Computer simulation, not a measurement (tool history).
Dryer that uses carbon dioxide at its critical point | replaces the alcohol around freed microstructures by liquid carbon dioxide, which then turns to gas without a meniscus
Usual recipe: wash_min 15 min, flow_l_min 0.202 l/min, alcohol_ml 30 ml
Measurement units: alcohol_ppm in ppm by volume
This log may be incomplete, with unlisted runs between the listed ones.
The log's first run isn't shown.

Run 2, hour 8.2: usual settings. Result: alcohol_ppm 498 ppm by volume.
Run 3, hour 14.1: usual settings. Result: alcohol_ppm 535 ppm by volume.
Run 4, hour 19.8: usual settings. Result: alcohol_ppm 496 ppm by volume.
Run 5, hour 27: usual settings but flow_l_min 0.127 l/min. Result: alcohol_ppm 2842 ppm by volume.
Run 6, hour 33.2: usual settings but wash_min 11 min. Result: alcohol_ppm 1836 ppm by volume.
Run 7, hour 39.1: usual settings but wash_min 11 min. Result: alcohol_ppm 1772 ppm by volume.
Run 8, hour 48.1: usual settings but wash_min 11 min. Result: alcohol_ppm 1866 ppm by volume.
Run 9, hour 55.9: usual settings but wash_min 11 min. Result: alcohol_ppm 1841 ppm by volume.
Run 10, hour 64.4: usual settings but wash_min 18 min. Result: alcohol_ppm 210 ppm by volume.
Run 11, hour 71.9: usual settings. Result: alcohol_ppm 544 ppm by volume.
Run 12, hour 77.7: usual settings. Result: alcohol_ppm 537 ppm by volume.
Run 13, hour 84.1: usual settings but wash_min 19 min. Result: alcohol_ppm 174 ppm by volume.
Run 14, hour 91.4: usual settings but wash_min 19 min. Result: alcohol_ppm 173 ppm by volume.
Run 15, hour 100.2: usual settings. Result: alcohol_ppm 550 ppm by volume.
Run 16, hour 105.3: usual settings but flow_l_min 0.23 l/min. Result: alcohol_ppm 294 ppm by volume.
Run 17, hour 110.7: usual settings. Result: alcohol_ppm 555 ppm by volume.
Run 18, hour 119.2: usual settings. Result: alcohol_ppm 557 ppm by volume.
Run 19, hour 123.8: usual settings. Result: alcohol_ppm 564 ppm by volume.
Run 20, hour 128.8: usual settings. Result: alcohol_ppm 571 ppm by volume.
Run 21, hour 138.2: usual settings but alcohol_ml 53 ml. Result: alcohol_ppm 996 ppm by volume.
Run 22, hour 144.9: usual settings but wash_min 12 min, alcohol_ml 53 ml. Result: alcohol_ppm 2533 ppm by volume.
Run 23, hour 153.2: usual settings but wash_min 12 min, alcohol_ml 53 ml. Result: alcohol_ppm 2555 ppm by volume.
Run 24, hour 160.5: usual settings but wash_min 12 min, alcohol_ml 53 ml. Result: alcohol_ppm 2614 ppm by volume.
Run 25, hour 166.5: usual settings but wash_min 12 min, alcohol_ml 53 ml. Result: alcohol_ppm 2562 ppm by volume.
Run 26, hour 173.2: usual settings but wash_min 12 min, alcohol_ml 53 ml. Result: alcohol_ppm 2607 ppm by volume.

Estimate the outcome of run 27 from the log above:
Run 27, hour 176.9: usual settings but wash_min 9 min, flow_l_min 0.212 l/min, alcohol_ml 60 ml. Result: alcohol_ppm ?.

Run 27 gave alcohol_ppm 6517 ppm by volume.
The same run, on a tool lacking any hidden state, would have yielded alcohol_ppm 5121 ppm by volume.
